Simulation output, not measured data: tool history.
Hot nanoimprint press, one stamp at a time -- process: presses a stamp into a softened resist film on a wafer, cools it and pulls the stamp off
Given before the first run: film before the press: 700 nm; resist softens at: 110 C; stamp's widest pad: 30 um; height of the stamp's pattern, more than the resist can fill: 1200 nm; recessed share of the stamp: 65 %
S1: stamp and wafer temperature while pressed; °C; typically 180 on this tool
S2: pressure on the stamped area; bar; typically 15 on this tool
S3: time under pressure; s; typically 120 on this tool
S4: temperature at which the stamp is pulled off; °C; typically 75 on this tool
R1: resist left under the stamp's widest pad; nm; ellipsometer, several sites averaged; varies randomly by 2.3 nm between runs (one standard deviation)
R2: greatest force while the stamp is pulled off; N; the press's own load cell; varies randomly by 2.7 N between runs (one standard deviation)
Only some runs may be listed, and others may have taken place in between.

Run 1, hour 0: usual settings. Result: R1 380.5 nm, R2 152 N.
Run 2, hour 35: usual settings but S4 76 °C. Result: R1 379.2 nm, R2 159 N.
Run 3, hour 83.4: usual settings but S4 76 °C. Result: R1 383.6 nm, R2 163 N.
Run 4, hour 117.1: usual settings but S4 76 °C. Result: R1 380.7 nm, R2 161 N.
Run 5, hour 168.1: usual settings. Result: R1 382.5 nm, R2 165 N.
Run 6, hour 198.7: usual settings. Result: R1 379.8 nm, R2 164 N.
At hour 212.5: stamp cleaned and given a new release coat.
Run 7, hour 238.2: usual settings but S1 182 °C. Result: R1 366.7 nm, R2 125 N.
Run 8, hour 270.4: usual settings but S1 182 °C. Result: R1 362.9 nm, R2 128 N.
Run 9, hour 313: usual settings but S1 182 °C. Result: R1 366.6 nm, R2 135 N.
Run 10, hour 340.6: usual settings but S1 182 °C. Result: R1 369.6 nm, R2 137 N.
Run 11, hour 376.6: usual settings but S1 182 °C. Result: R1 366.5 nm, R2 139 N.
Run 12, hour 418.1: usual settings but S2 16.2 bar, S3 130 s. Result: R1 364 nm, R2 136 N.
Run 13, hour 451: usual settings but S2 10.1 bar. Result: R1 453.5 nm, R2 139 N.
Run 14, hour 474.4: usual settings but S2 10.1 bar. Result: R1 451.1 nm, R2 144 N.

Below are 4 alternative next runs, each starting from the tool's condition after run 14. Predict each:
Run A, hour 507.7: usual settings but S2 16.4 bar, S3 224 s, S4 68 °C. Result: R1 ?, R2 ?.
Run B, hour 507.7: usual settings but S2 11.9 bar. Result: R1 ?, R2 ?.
Run C, hour 507.7: usual settings but S1 174 °C, S2 10.1 bar. Result: R1 ?, R2 ?.
Run D, hour 507.7: usual settings but S2 10.1 bar, S3 114 s, S4 63 °C. Result: R1 ?, R2 ?.

run     R1   R2
  A  297.3  157
  B  424.9  143
  C  504.6  142
  D  452.8  159
With no hidden state in the tool, these same runs would have given:
run     R1   R2
  A  284.3  136
  B  412.9  123
  C  494.5  122
  D  442.3  137
